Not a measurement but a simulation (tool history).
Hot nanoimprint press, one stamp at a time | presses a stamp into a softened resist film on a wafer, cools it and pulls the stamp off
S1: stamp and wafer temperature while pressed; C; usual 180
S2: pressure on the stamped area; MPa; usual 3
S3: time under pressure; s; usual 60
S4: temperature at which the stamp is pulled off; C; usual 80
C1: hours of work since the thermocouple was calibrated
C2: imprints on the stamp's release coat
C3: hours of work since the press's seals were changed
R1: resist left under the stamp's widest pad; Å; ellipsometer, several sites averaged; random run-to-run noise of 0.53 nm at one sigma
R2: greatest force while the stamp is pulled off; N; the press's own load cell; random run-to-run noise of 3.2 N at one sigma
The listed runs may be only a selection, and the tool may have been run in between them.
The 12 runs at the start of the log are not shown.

run	hour	S1	S2	S3	S4	C1	C2	C3	R1	R2
13	83.6	180	3.87	60	80	317	216	61	1222	148
# hour 92.8: plate thermocouple calibrated
14	92.8	180	3.87	60	80	0	232	65	1223	157
15	97.9	180	3.87	60	80	3	245	69	1222	152
16	102	180	3	60	80	6	255	71	1356	151
17	106.8	180	3	60	80	9	268	75	1351	157
18	111.5	180	3	60	80	12	280	78	1350	160
19	119.2	180	3	60	80	17	300	83	1340	156
20	128.3	180	3	60	80	23	323	89	1342	156
21	136.9	186	3	60	80	29	346	94	1094	158
22	141.4	186	3	60	80	32	357	97	1096	154
23	148.3	186	3	60	80	37	375	102	1090	150
24	155	191	3	100	78	41	392	106	738	154
25	162.6	191	3	100	78	46	412	111	735	160
# hour 169.8: gauge calibrated
26	170.3	180	3	60	69	51	432	116	1366	171
27	174.9	180	2.36	33	86	54	444	119	1762	150
28	181.7	180	2.36	33	86	59	461	124	1767	147
29	187	180	2.36	33	86	62	475	127	1772	140
30	195	180	2.36	33	86	67	496	133	1759	146
31	200.1	180	2.05	60	66	71	509	136	1559	168

Predict each of these 3 candidate next runs independently; none follows another, all start after run 31:
A	207.9	189	2.05	60	77	76	529	141	?	?
B	207.9	189	2.76	60	80	76	529	141	?	?
C	207.9	180	1.85	90	77	76	529	141	?	?

run	R1	R2
A	1177	156
B	1036	149
C	1418	154
Without the tool's hidden state the same runs would have given:
run	R1	R2
A	1183	156
B	1042	149
C	1426	154
